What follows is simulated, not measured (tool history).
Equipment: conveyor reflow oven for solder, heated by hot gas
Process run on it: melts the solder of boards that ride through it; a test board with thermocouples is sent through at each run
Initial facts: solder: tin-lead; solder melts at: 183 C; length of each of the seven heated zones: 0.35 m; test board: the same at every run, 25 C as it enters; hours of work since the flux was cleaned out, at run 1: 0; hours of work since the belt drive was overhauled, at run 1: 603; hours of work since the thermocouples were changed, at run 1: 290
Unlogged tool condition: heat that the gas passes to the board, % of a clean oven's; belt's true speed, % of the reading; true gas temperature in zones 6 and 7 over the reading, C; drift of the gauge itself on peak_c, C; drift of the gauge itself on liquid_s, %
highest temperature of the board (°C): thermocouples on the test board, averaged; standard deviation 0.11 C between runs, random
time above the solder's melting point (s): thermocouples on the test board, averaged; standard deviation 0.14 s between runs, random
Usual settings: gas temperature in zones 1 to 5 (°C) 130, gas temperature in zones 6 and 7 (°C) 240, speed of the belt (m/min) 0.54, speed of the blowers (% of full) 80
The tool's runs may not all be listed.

| run | hour | gas temperature in zones 1 to 5 (°C) | gas temperature in zones 6 and 7 (°C) | speed of the belt (m/min) | speed of the blowers (% of full) | hours of work since the flux was cleaned out | hours of work since the belt drive was overhauled | hours of work since the thermocouples were changed | highest temperature of the board (°C) | time above the solder's melting point (s) |
|---|---|---|---|---|---|---|---|---|---|---|
| 1 | 0 | 130 | 240 | 0.54 | 80 | 0 | 603 | 290 | 226.9 | 64.2 |
| 2 | 9.4 | 130 | 240 | 0.54 | 80 | 6 | 609 | 296 | 227.1 | 64 |
| 3 | 23.1 | 145 | 240 | 0.54 | 80 | 16 | 619 | 306 | 229.2 | 69.9 |
| 4 | 29.6 | 140 | 240 | 0.54 | 80 | 20 | 623 | 310 | 228.4 | 67.8 |
| 5 | 44 | 130 | 240 | 0.596 | 80 | 30 | 633 | 320 | 223.9 | 55.8 |
| 6 | 58.1 | 130 | 240 | 0.54 | 80 | 40 | 643 | 330 | 226.9 | 64 |
| 7 | 72.4 | 130 | 240 | 0.54 | 80 | 50 | 653 | 339 | 226.9 | 63.8 |
| 8 | 82.1 | 130 | 240 | 0.54 | 80 | 56 | 659 | 346 | 227.1 | 63.8 |
| 9 | 92.1 | 130 | 240 | 0.54 | 80 | 63 | 666 | 353 | 227.2 | 63.8 |
| 10 | 103.9 | 130 | 240 | 0.54 | 72 | 71 | 674 | 361 | 225.3 | 62.6 |
| 11 | 111.6 | 130 | 234 | 0.54 | 80 | 76 | 679 | 366 | 221.6 | 60.6 |
| 12 | 126.9 | 130 | 240 | 0.54 | 57 | 87 | 690 | 377 | 221.1 | 59.1 |
| 13 | 142.6 | 130 | 254 | 0.54 | 80 | 98 | 701 | 387 | 239.7 | 70.5 |
| 14 | 158 | 120 | 240 | 0.54 | 80 | 108 | 711 | 398 | 225.5 | 60.3 |
| 15 | 166.3 | 120 | 240 | 0.54 | 80 | 114 | 717 | 404 | 225.5 | 60.4 |
| 16 | 175.8 | 130 | 253 | 0.528 | 58 | 120 | 723 | 410 | 233.5 | 68.9 |
| 17 | 189.6 | 133 | 254 | 0.494 | 75 | 130 | 733 | 420 | 241.8 | 79.2 |

Run 18 is up next; what results do you expect?
| 18 | 203.7 | 133 | 254 | 0.494 | 75 | 139 | 742 | 429 | ? | ? |

Run 18 came out at highest temperature of the board (°C) 241.7, time above the solder's melting point (s) 79.
Were there no unlogged condition in the tool, this run, its random variation unchanged, would have produced highest temperature of the board (°C) 241.1, time above the solder's melting point (s) 77.4.
